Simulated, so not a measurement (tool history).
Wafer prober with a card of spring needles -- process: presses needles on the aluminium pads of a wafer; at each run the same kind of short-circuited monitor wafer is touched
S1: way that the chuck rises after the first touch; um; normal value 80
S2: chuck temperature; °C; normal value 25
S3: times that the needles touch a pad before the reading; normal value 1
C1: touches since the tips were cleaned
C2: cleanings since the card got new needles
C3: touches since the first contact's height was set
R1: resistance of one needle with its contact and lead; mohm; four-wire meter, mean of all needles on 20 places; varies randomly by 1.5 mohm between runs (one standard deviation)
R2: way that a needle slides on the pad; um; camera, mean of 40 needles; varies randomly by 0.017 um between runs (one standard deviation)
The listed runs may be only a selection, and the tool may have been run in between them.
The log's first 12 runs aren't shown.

{"hour": 237.3, "done": "tips cleaned on abrasive film"}
{"run": 13, "hour": 242.8, "S1": 80, "S2": 25, "S3": 1, "C1": 933, "C2": 32, "C3": 28698, "R1": 137, "R2": 17.64}
{"run": 14, "hour": 263.0, "S1": 80, "S2": 25, "S3": 1, "C1": 4345, "C2": 32, "C3": 32110, "R1": 138, "R2": 17.65}
{"hour": 277.7, "done": "tips cleaned on abrasive film"}
{"run": 15, "hour": 293.2, "S1": 80, "S2": 25, "S3": 1, "C1": 2629, "C2": 33, "C3": 37207, "R1": 138, "R2": 17.65}
{"run": 16, "hour": 310.1, "S1": 80, "S2": 25, "S3": 1, "C1": 5490, "C2": 33, "C3": 40068, "R1": 137, "R2": 17.64}
{"hour": 317.9, "done": "tips cleaned on abrasive film"}
{"run": 17, "hour": 332.4, "S1": 95, "S2": 25, "S3": 1, "C1": 2458, "C2": 34, "C3": 43825, "R1": 137, "R2": 21}
{"hour": 357.2, "done": "tips cleaned on abrasive film"}
{"run": 18, "hour": 357.2, "S1": 81, "S2": 103, "S3": 1, "C1": 0, "C2": 35, "C3": 48010, "R1": 150, "R2": 17.88}
{"run": 19, "hour": 382.8, "S1": 61, "S2": 27, "S3": 1, "C1": 4328, "C2": 35, "C3": 52338, "R1": 142, "R2": 13.48}
{"hour": 398.0, "done": "tips cleaned on abrasive film"}
{"run": 20, "hour": 407.7, "S1": 61, "S2": 27, "S3": 1, "C1": 1648, "C2": 36, "C3": 56541, "R1": 141, "R2": 13.48}
{"run": 21, "hour": 432.5, "S1": 61, "S2": 27, "S3": 1, "C1": 5844, "C2": 36, "C3": 60737, "R1": 141, "R2": 13.48}
{"hour": 436.9, "done": "tips cleaned on abrasive film"}
{"run": 22, "hour": 458.4, "S1": 69, "S2": 124, "S3": 3, "C1": 3643, "C2": 37, "C3": 65115, "R1": 153, "R2": 15.3}
{"hour": 476.5, "done": "tips cleaned on abrasive film"}
{"run": 23, "hour": 482.9, "S1": 69, "S2": 124, "S3": 3, "C1": 1091, "C2": 38, "C3": 69249, "R1": 153, "R2": 15.28}
{"run": 24, "hour": 506.9, "S1": 74, "S2": 36, "S3": 2, "C1": 5143, "C2": 38, "C3": 73301, "R1": 139, "R2": 16.41}
{"hour": 515.2, "done": "tips cleaned on abrasive film"}
{"run": 25, "hour": 537.1, "S1": 72, "S2": 115, "S3": 2, "C1": 3697, "C2": 39, "C3": 78400, "R1": 152, "R2": 16}
{"hour": 555.9, "done": "tips cleaned on abrasive film"}
{"run": 26, "hour": 565.5, "S1": 68, "S2": 47, "S3": 1, "C1": 1630, "C2": 40, "C3": 83200, "R1": 142, "R2": 15.12}
{"run": 27, "hour": 583.6, "S1": 79, "S2": 40, "S3": 1, "C1": 4690, "C2": 40, "C3": 86260, "R1": 141, "R2": 17.57}
{"hour": 597.5, "done": "tips cleaned on abrasive film"}
{"run": 28, "hour": 603.8, "S1": 79, "S2": 40, "S3": 1, "C1": 1081, "C2": 41, "C3": 89669, "R1": 141, "R2": 17.56}
{"run": 29, "hour": 628.2, "S1": 99, "S2": 87, "S3": 2, "C1": 5199, "C2": 41, "C3": 93787, "R1": 143, "R2": 22.01}
{"hour": 636.6, "done": "tips cleaned on abrasive film"}
{"run": 30, "hour": 657.0, "S1": 80, "S2": 93, "S3": 1, "C1": 3452, "C2": 42, "C3": 98654, "R1": 149, "R2": 17.79}
{"hour": 676.4, "done": "tips cleaned on abrasive film"}
{"run": 31, "hour": 684.5, "S1": 78, "S2": 53, "S3": 2, "C1": 1360, "C2": 43, "C3": 103285, "R1": 141, "R2": 17.36}
{"hour": 716.4, "done": "tips cleaned on abrasive film"}
{"run": 32, "hour": 717.0, "S1": 78, "S2": 53, "S3": 2, "C1": 102, "C2": 44, "C3": 108784, "R1": 142, "R2": 17.38}
{"run": 33, "hour": 748.6, "S1": 78, "S2": 77, "S3": 1, "C1": 5452, "C2": 44, "C3": 114134, "R1": 145, "R2": 17.39}

Below are 5 alternative next runs, each starting from the tool's condition after run 33. Predict each:
{"hour": 756.7, "done": "tips cleaned on abrasive film"}
{"run": "A", "hour": 772.5, "S1": 62, "S2": 39, "S3": 2, "C1": 2671, "C2": 45, "C3": 118149, "R1": "?", "R2": "?"}
{"hour": 756.7, "done": "tips cleaned on abrasive film"}
{"run": "B", "hour": 772.5, "S1": 80, "S2": 38, "S3": 1, "C1": 2671, "C2": 45, "C3": 118149, "R1": "?", "R2": "?"}
{"hour": 756.7, "done": "tips cleaned on abrasive film"}
{"run": "C", "hour": 772.5, "S1": 86, "S2": 77, "S3": 3, "C1": 2671, "C2": 45, "C3": 118149, "R1": "?", "R2": "?"}
{"hour": 756.7, "done": "tips cleaned on abrasive film"}
{"run": "D", "hour": 772.5, "S1": 98, "S2": 32, "S3": 3, "C1": 2671, "C2": 45, "C3": 118149, "R1": "?", "R2": "?"}
{"hour": 756.7, "done": "tips cleaned on abrasive film"}
{"run": "E", "hour": 772.5, "S1": 79, "S2": 67, "S3": 1, "C1": 2671, "C2": 45, "C3": 118149, "R1": "?", "R2": "?"}

run=A R1=140 R2=13.83
run=B R1=138 R2=17.82
run=C R1=146 R2=19.17
run=D R1=138 R2=21.85
run=E R1=143 R2=17.64
Without the tool's unlogged condition, the same runs would have read:
run=A R1=140 R2=13.58
run=B R1=138 R2=17.49
run=C R1=145 R2=18.82
run=D R1=138 R2=21.45
run=E R1=143 R2=17.32
